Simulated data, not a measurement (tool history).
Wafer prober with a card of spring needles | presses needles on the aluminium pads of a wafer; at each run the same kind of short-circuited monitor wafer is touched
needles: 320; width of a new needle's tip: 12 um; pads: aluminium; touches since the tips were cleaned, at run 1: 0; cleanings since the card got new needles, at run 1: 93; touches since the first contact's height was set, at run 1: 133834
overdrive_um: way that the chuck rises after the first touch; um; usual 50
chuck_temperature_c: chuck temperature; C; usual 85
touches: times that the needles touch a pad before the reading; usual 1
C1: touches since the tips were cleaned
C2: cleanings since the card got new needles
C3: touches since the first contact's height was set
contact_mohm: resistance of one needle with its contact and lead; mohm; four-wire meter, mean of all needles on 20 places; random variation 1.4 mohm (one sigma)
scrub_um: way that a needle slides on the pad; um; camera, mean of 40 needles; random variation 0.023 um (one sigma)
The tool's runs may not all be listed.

run 1 hour=0 | overdrive_um=50 chuck_temperature_c=85 touches=1 | C1=0 C2=93 C3=133834 | contact_mohm=133 scrub_um=10.86
-- hour=4.6 height of the first contact set anew
-- hour=21.2 tips cleaned on abrasive film
run 2 hour=37.7 | overdrive_um=50 chuck_temperature_c=85 touches=1 | C1=6568 C2=94 C3=13119 | contact_mohm=172 scrub_um=11.05
-- hour=41.5 tips cleaned on abrasive film
-- hour=63.4 tips cleaned on abrasive film
-- hour=86.2 tips cleaned on abrasive film
run 3 hour=86.2 | overdrive_um=50 chuck_temperature_c=85 touches=1 | C1=0 C2=97 C3=32257 | contact_mohm=134 scrub_um=11.01
-- hour=107.9 tips cleaned on abrasive film
run 4 hour=123.9 | overdrive_um=50 chuck_temperature_c=85 touches=1 | C1=6342 C2=98 C3=47202 | contact_mohm=169 scrub_um=10.94
-- hour=130 tips cleaned on abrasive film
-- hour=150.3 tips cleaned on abrasive film
run 5 hour=162.6 | overdrive_um=50 chuck_temperature_c=85 touches=2 | C1=4920 C2=100 C3=62523 | contact_mohm=156 scrub_um=10.92
-- hour=171.9 tips cleaned on abrasive film
-- hour=192.9 tips cleaned on abrasive film
-- hour=213.6 tips cleaned on abrasive film
run 6 hour=214.4 | overdrive_um=66 chuck_temperature_c=85 touches=1 | C1=332 C2=103 C3=82979 | contact_mohm=133 scrub_um=14.42
-- hour=235.8 tips cleaned on abrasive film
-- hour=257.1 tips cleaned on abrasive film
run 7 hour=265.3 | overdrive_um=36 chuck_temperature_c=85 touches=1 | C1=3264 C2=105 C3=103136 | contact_mohm=191 scrub_um=7.78
-- hour=278 tips cleaned on abrasive film
run 8 hour=291.5 | overdrive_um=50 chuck_temperature_c=85 touches=1 | C1=5359 C2=106 C3=113504 | contact_mohm=170 scrub_um=10.85
-- hour=299.1 tips cleaned on abrasive film
-- hour=322.2 tips cleaned on abrasive film
run 9 hour=330.2 | overdrive_um=50 chuck_temperature_c=63 touches=1 | C1=3184 C2=108 C3=128775 | contact_mohm=158 scrub_um=10.84
-- hour=345 tips cleaned on abrasive film
-- hour=348.3 height of the first contact set anew
-- hour=366.7 tips cleaned on abrasive film
run 10 hour=366.7 | overdrive_um=50 chuck_temperature_c=63 touches=1 | C1=0 C2=110 C3=7256 | contact_mohm=128 scrub_um=11.01
-- hour=387.2 tips cleaned on abrasive film
-- hour=408.1 tips cleaned on abrasive film
run 11 hour=409.1 | overdrive_um=50 chuck_temperature_c=63 touches=1 | C1=388 C2=112 C3=24032 | contact_mohm=136 scrub_um=11.02
-- hour=430.8 tips cleaned on abrasive film
run 12 hour=443.7 | overdrive_um=50 chuck_temperature_c=63 touches=1 | C1=5096 C2=113 C3=37721 | contact_mohm=167 scrub_um=10.96
-- hour=452.3 tips cleaned on abrasive film
-- hour=474.6 tips cleaned on abrasive film
run 13 hour=489 | overdrive_um=50 chuck_temperature_c=30 touches=1 | C1=5728 C2=115 C3=55667 | contact_mohm=174 scrub_um=10.93
-- hour=497.8 tips cleaned on abrasive film
-- hour=519.1 tips cleaned on abrasive film
-- hour=541.5 tips cleaned on abrasive film
run 14 hour=543.5 | overdrive_um=50 chuck_temperature_c=31 touches=2 | C1=811 C2=118 C3=77211 | contact_mohm=129 scrub_um=10.87
-- hour=565.5 tips cleaned on abrasive film
run 15 hour=569.4 | overdrive_um=69 chuck_temperature_c=72 touches=1 | C1=1564 C2=119 C3=87470 | contact_mohm=133 scrub_um=15.13
-- hour=585.5 tips cleaned on abrasive film
-- hour=608 tips cleaned on abrasive film
run 16 hour=623.2 | overdrive_um=50 chuck_temperature_c=58 touches=1 | C1=6041 C2=121 C3=108756 | contact_mohm=172 scrub_um=10.86
-- hour=632.2 tips cleaned on abrasive film
run 17 hour=647.8 | overdrive_um=70 chuck_temperature_c=85 touches=1 | C1=6218 C2=122 C3=118492 | contact_mohm=150 scrub_um=15.3
-- hour=655.2 tips cleaned on abrasive film
run 18 hour=674.9 | overdrive_um=42 chuck_temperature_c=94 touches=2 | C1=7817 C2=123 C3=129223 | contact_mohm=172 scrub_um=9.09
-- hour=678.9 tips cleaned on abrasive film
-- hour=692.2 height of the first contact set anew
-- hour=700.5 tips cleaned on abrasive film
-- hour=722.3 tips cleaned on abrasive film
run 19 hour=729.5 | overdrive_um=42 chuck_temperature_c=94 touches=2 | C1=2869 C2=126 C3=14727 | contact_mohm=159 scrub_um=9.24
-- hour=743.9 tips cleaned on abrasive film
run 20 hour=752.5 | overdrive_um=42 chuck_temperature_c=94 touches=2 | C1=3418 C2=127 C3=23827 | contact_mohm=162 scrub_um=9.23
-- hour=764.6 tips cleaned on abrasive film
run 21 hour=780.1 | overdrive_um=50 chuck_temperature_c=85 touches=1 | C1=6149 C2=128 C3=34745 | contact_mohm=173 scrub_um=10.99
-- hour=788.7 tips cleaned on abrasive film
-- hour=813 tips cleaned on abrasive film
run 22 hour=824.6 | overdrive_um=50 chuck_temperature_c=85 touches=1 | C1=4603 C2=130 C3=52352 | contact_mohm=170 scrub_um=10.93
-- hour=836.1 tips cleaned on abrasive film
-- hour=857.2 tips cleaned on abrasive film
run 23 hour=868.1 | overdrive_um=53 chuck_temperature_c=44 touches=1 | C1=4333 C2=132 C3=69590 | contact_mohm=159 scrub_um=11.56
-- hour=880.3 tips cleaned on abrasive film
-- hour=901.1 tips cleaned on abrasive film
run 24 hour=901.1 | overdrive_um=55 chuck_temperature_c=123 touches=1 | C1=0 C2=134 C3=82604 | contact_mohm=136 scrub_um=12

Forecast each of these 4 alternatives for the next run:
-- hour=922.2 tips cleaned on abrasive film
run A hour=935.1 | overdrive_um=51 chuck_temperature_c=66 touches=1 | C1=5094 C2=135 C3=96063 | contact_mohm=? scrub_um=?
-- hour=922.2 tips cleaned on abrasive film
run B hour=935.1 | overdrive_um=46 chuck_temperature_c=31 touches=2 | C1=5094 C2=135 C3=96063 | contact_mohm=? scrub_um=?
-- hour=922.2 tips cleaned on abrasive film
run C hour=935.1 | overdrive_um=62 chuck_temperature_c=60 touches=3 | C1=5094 C2=135 C3=96063 | contact_mohm=? scrub_um=?
-- hour=922.2 tips cleaned on abrasive film
run D hour=935.1 | overdrive_um=38 chuck_temperature_c=85 touches=1 | C1=5094 C2=135 C3=96063 | contact_mohm=? scrub_um=?

run=A contact_mohm=167 scrub_um=11.13
run=B contact_mohm=158 scrub_um=10.01
run=C contact_mohm=132 scrub_um=13.54
run=D contact_mohm=208 scrub_um=8.21
Without the tool's hidden state the same runs would have given:
run=A contact_mohm=122 scrub_um=11.26
run=B contact_mohm=122 scrub_um=10.14
run=C contact_mohm=121 scrub_um=13.68
run=D contact_mohm=133 scrub_um=8.35

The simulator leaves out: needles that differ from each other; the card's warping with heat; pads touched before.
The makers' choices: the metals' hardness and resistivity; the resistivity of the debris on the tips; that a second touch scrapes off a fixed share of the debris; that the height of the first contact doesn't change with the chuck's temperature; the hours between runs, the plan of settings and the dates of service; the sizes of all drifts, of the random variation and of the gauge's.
